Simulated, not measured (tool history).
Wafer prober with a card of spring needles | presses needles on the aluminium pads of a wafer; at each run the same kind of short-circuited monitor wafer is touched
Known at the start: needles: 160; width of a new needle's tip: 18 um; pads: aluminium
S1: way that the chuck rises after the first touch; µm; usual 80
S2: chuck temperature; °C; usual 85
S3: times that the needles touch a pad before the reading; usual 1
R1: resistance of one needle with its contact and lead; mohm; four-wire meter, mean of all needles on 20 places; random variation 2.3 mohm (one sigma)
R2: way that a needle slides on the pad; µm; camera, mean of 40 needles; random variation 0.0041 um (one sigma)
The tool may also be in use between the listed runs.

Run 1, hour 0.0: usual settings. Result: R1 282 mohm, R2 11.732 µm.
At hour 9.7: tips cleaned on abrasive film.
At hour 42.3: tips cleaned on abrasive film.
Run 2, hour 42.4: usual settings. Result: R1 260 mohm, R2 11.711 µm.
Run 3, hour 71.4: usual settings. Result: R1 293 mohm, R2 11.726 µm.
At hour 77.9: tips cleaned on abrasive film.
Run 4, hour 90.1: usual settings. Result: R1 273 mohm, R2 11.718 µm.
At hour 110.7: tips cleaned on abrasive film.
Run 5, hour 133.2: usual settings but S3 2. Result: R1 272 mohm, R2 11.701 µm.
At hour 146.6: tips cleaned on abrasive film.
Run 6, hour 164.5: usual settings but S1 76 µm, S3 2. Result: R1 276 mohm, R2 11.110 µm.
At hour 181.5: tips cleaned on abrasive film.
At hour 189.2: height of the first contact set anew.
Run 7, hour 199.6: usual settings but S1 76 µm, S3 2. Result: R1 273 mohm, R2 11.170 µm.
At hour 215.0: tips cleaned on abrasive film.
Run 8, hour 232.8: usual settings. Result: R1 286 mohm, R2 11.753 µm.
At hour 247.9: tips cleaned on abrasive film.
Run 9, hour 274.9: usual settings but S1 71 µm, S2 84 °C, S3 2. Result: R1 284 mohm, R2 10.416 µm.
At hour 280.2: tips cleaned on abrasive film.
At hour 314.0: tips cleaned on abrasive film.
Run 10, hour 314.0: usual settings but S1 71 µm, S2 84 °C, S3 2. Result: R1 260 mohm, R2 10.409 µm.
Run 11, hour 341.0: usual settings but S1 71 µm, S2 84 °C, S3 2. Result: R1 284 mohm, R2 10.403 µm.
At hour 347.8: tips cleaned on abrasive film.
Run 12, hour 359.0: usual settings but S1 71 µm, S2 84 °C, S3 2. Result: R1 275 mohm, R2 10.394 µm.
At hour 380.6: tips cleaned on abrasive film.
Run 13, hour 395.5: usual settings but S1 66 µm. Result: R1 295 mohm, R2 9.656 µm.
At hour 412.6: tips cleaned on abrasive film.
Run 14, hour 416.1: usual settings but S1 69 µm, S3 2. Result: R1 261 mohm, R2 10.080 µm.
Run 15, hour 438.1: usual settings but S1 69 µm, S3 2. Result: R1 286 mohm, R2 10.088 µm.
At hour 446.6: tips cleaned on abrasive film.
Run 16, hour 468.7: usual settings but S1 95 µm, S2 26 °C. Result: R1 264 mohm, R2 13.893 µm.

Measured less the same run without the tool's hidden state. The same run-to-run variation is in both; the gauge's scatter may not be:
The hidden state here: debris on the tips, nm; way that the needles fall short of the set height, um; tips' diameter, um; drift of the gauge itself on contact_mohm, %; drift of the gauge itself on scrub_um, %.
run   R1      R2
  1  +32  -0.026
  2   +6  -0.041
  3  +40  -0.041
  4  +22  -0.050
  5  +21  -0.058
  6  +21  -0.065
  7  +21  +0.000
  8  +32  -0.008
  9  +28  -0.019
 10   +3  -0.034
 11  +29  -0.034
 12  +17  -0.044
 13  +42  -0.053
 14   +9  -0.061
 15  +31  -0.061
 16  +30  -0.072

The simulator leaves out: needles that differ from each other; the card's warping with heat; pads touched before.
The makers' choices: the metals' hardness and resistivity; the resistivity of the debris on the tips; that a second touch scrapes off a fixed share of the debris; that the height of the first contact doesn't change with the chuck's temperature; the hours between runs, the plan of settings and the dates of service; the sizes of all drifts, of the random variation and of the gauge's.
